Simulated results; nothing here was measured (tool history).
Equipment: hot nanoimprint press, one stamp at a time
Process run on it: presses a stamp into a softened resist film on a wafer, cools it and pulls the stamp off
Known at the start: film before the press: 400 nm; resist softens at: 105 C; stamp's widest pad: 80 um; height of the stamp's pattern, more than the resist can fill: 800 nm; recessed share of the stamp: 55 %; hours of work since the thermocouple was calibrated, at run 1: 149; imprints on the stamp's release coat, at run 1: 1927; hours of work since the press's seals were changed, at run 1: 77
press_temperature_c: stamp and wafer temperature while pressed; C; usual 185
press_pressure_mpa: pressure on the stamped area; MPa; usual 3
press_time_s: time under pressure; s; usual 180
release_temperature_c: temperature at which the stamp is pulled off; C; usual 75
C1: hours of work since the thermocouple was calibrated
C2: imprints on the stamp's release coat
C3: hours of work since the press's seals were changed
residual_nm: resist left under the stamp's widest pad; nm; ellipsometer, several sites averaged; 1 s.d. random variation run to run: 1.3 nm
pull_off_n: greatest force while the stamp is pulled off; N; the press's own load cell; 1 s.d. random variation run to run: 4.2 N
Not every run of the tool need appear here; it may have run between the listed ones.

run 1 hour=0 | press_temperature_c=185 press_pressure_mpa=3 press_time_s=180 release_temperature_c=75 | C1=149 C2=1927 C3=77 | residual_nm=216.9 pull_off_n=203
run 2 hour=4.6 | press_temperature_c=178 press_pressure_mpa=3 press_time_s=180 release_temperature_c=75 | C1=151 C2=1944 C3=79 | residual_nm=282.2 pull_off_n=206
run 3 hour=12.6 | press_temperature_c=178 press_pressure_mpa=3 press_time_s=173 release_temperature_c=75 | C1=155 C2=1974 C3=83 | residual_nm=284.7 pull_off_n=202
run 4 hour=22.9 | press_temperature_c=178 press_pressure_mpa=3 press_time_s=173 release_temperature_c=61 | C1=161 C2=2013 C3=89 | residual_nm=284.7 pull_off_n=221
run 5 hour=33.5 | press_temperature_c=178 press_pressure_mpa=3 press_time_s=173 release_temperature_c=61 | C1=166 C2=2053 C3=94 | residual_nm=282.7 pull_off_n=217
run 6 hour=42.5 | press_temperature_c=178 press_pressure_mpa=3 press_time_s=173 release_temperature_c=61 | C1=171 C2=2086 C3=99 | residual_nm=286.8 pull_off_n=219
run 7 hour=54 | press_temperature_c=185 press_pressure_mpa=3 press_time_s=307 release_temperature_c=75 | C1=177 C2=2129 C3=105 | residual_nm=179.2 pull_off_n=209
run 8 hour=59.9 | press_temperature_c=185 press_pressure_mpa=2.48 press_time_s=307 release_temperature_c=75 | C1=180 C2=2152 C3=108 | residual_nm=193.4 pull_off_n=202
run 9 hour=68.6 | press_temperature_c=185 press_pressure_mpa=2.48 press_time_s=307 release_temperature_c=75 | C1=185 C2=2184 C3=113 | residual_nm=195 pull_off_n=202
run 10 hour=79.5 | press_temperature_c=185 press_pressure_mpa=2.48 press_time_s=307 release_temperature_c=75 | C1=191 C2=2225 C3=119 | residual_nm=195 pull_off_n=196
run 11 hour=84.2 | press_temperature_c=185 press_pressure_mpa=3 press_time_s=206 release_temperature_c=75 | C1=193 C2=2243 C3=121 | residual_nm=209.3 pull_off_n=205
run 12 hour=94.8 | press_temperature_c=185 press_pressure_mpa=3 press_time_s=93 release_temperature_c=75 | C1=199 C2=2282 C3=127 | residual_nm=270.1 pull_off_n=195
run 13 hour=104.7 | press_temperature_c=185 press_pressure_mpa=3 press_time_s=93 release_temperature_c=75 | C1=204 C2=2320 C3=132 | residual_nm=268.4 pull_off_n=201
run 14 hour=110.9 | press_temperature_c=185 press_pressure_mpa=3 press_time_s=93 release_temperature_c=75 | C1=207 C2=2343 C3=136 | residual_nm=270.6 pull_off_n=208
run 15 hour=116.5 | press_temperature_c=185 press_pressure_mpa=3 press_time_s=93 release_temperature_c=75 | C1=210 C2=2364 C3=138 | residual_nm=270.3 pull_off_n=204
-- hour=126.3 stamp cleaned and given a new release coat
run 16 hour=130.2 | press_temperature_c=185 press_pressure_mpa=3 press_time_s=93 release_temperature_c=75 | C1=215 C2=15 C3=143 | residual_nm=268 pull_off_n=201
run 17 hour=135.8 | press_temperature_c=195 press_pressure_mpa=3 press_time_s=210 release_temperature_c=75 | C1=218 C2=36 C3=146 | residual_nm=134.8 pull_off_n=196
run 18 hour=144.9 | press_temperature_c=195 press_pressure_mpa=3 press_time_s=210 release_temperature_c=75 | C1=222 C2=70 C3=150 | residual_nm=133.2 pull_off_n=201
run 19 hour=153.5 | press_temperature_c=195 press_pressure_mpa=3 press_time_s=210 release_temperature_c=75 | C1=227 C2=102 C3=155 | residual_nm=135.4 pull_off_n=203
run 20 hour=161.4 | press_temperature_c=195 press_pressure_mpa=3 press_time_s=210 release_temperature_c=75 | C1=231 C2=132 C3=159 | residual_nm=133.5 pull_off_n=202
run 21 hour=171.7 | press_temperature_c=193 press_pressure_mpa=2.77 press_time_s=210 release_temperature_c=75 | C1=237 C2=170 C3=165 | residual_nm=154.3 pull_off_n=201
run 22 hour=178.6 | press_temperature_c=193 press_pressure_mpa=2.77 press_time_s=210 release_temperature_c=75 | C1=240 C2=196 C3=168 | residual_nm=153.1 pull_off_n=204
run 23 hour=183.3 | press_temperature_c=193 press_pressure_mpa=2.77 press_time_s=180 release_temperature_c=67 | C1=243 C2=214 C3=171 | residual_nm=163.3 pull_off_n=215
run 24 hour=188.2 | press_temperature_c=197 press_pressure_mpa=2.59 press_time_s=340 release_temperature_c=64 | C1=245 C2=232 C3=173 | residual_nm=108.2 pull_off_n=214
run 25 hour=196.8 | press_temperature_c=197 press_pressure_mpa=2.59 press_time_s=259 release_temperature_c=66 | C1=250 C2=264 C3=178 | residual_nm=121.2 pull_off_n=215
run 26 hour=201.5 | press_temperature_c=189 press_pressure_mpa=4.65 press_time_s=127 release_temperature_c=75 | C1=252 C2=282 C3=180 | residual_nm=178.4 pull_off_n=202
run 27 hour=207.7 | press_temperature_c=189 press_pressure_mpa=4.65 press_time_s=127 release_temperature_c=75 | C1=256 C2=305 C3=184 | residual_nm=178.4 pull_off_n=203
run 28 hour=215.2 | press_temperature_c=185 press_pressure_mpa=1.8 press_time_s=180 release_temperature_c=75 | C1=260 C2=333 C3=188 | residual_nm=265.2 pull_off_n=199
run 29 hour=223.4 | press_temperature_c=187 press_pressure_mpa=1.8 press_time_s=180 release_temperature_c=69 | C1=264 C2=364 C3=192 | residual_nm=247.5 pull_off_n=209
run 30 hour=231.4 | press_temperature_c=185 press_pressure_mpa=3 press_time_s=351 release_temperature_c=77 | C1=268 C2=394 C3=196 | residual_nm=174.2 pull_off_n=196
run 31 hour=242.3 | press_temperature_c=174 press_pressure_mpa=3.69 press_time_s=90 release_temperature_c=69 | C1=274 C2=435 C3=202 | residual_nm=350.2 pull_off_n=209

Each row is a separate what-if for the run after 31, all from the same tool condition, not one after another. Results?
run A hour=247.4 | press_temperature_c=191 press_pressure_mpa=3.69 press_time_s=114 release_temperature_c=71 | C1=277 C2=454 C3=205 | residual_nm=? pull_off_n=?
run B hour=247.4 | press_temperature_c=181 press_pressure_mpa=3.87 press_time_s=161 release_temperature_c=69 | C1=277 C2=454 C3=205 | residual_nm=? pull_off_n=?
run C hour=247.4 | press_temperature_c=175 press_pressure_mpa=3 press_time_s=117 release_temperature_c=62 | C1=277 C2=454 C3=205 | residual_nm=? pull_off_n=?

run=A residual_nm=189.2 pull_off_n=209
run=B residual_nm=244.9 pull_off_n=211
run=C residual_nm=338.9 pull_off_n=212
Without the tool's hidden state the same runs would have given:
run=A residual_nm=184.8 pull_off_n=208
run=B residual_nm=239.3 pull_off_n=211
run=C residual_nm=331 pull_off_n=212
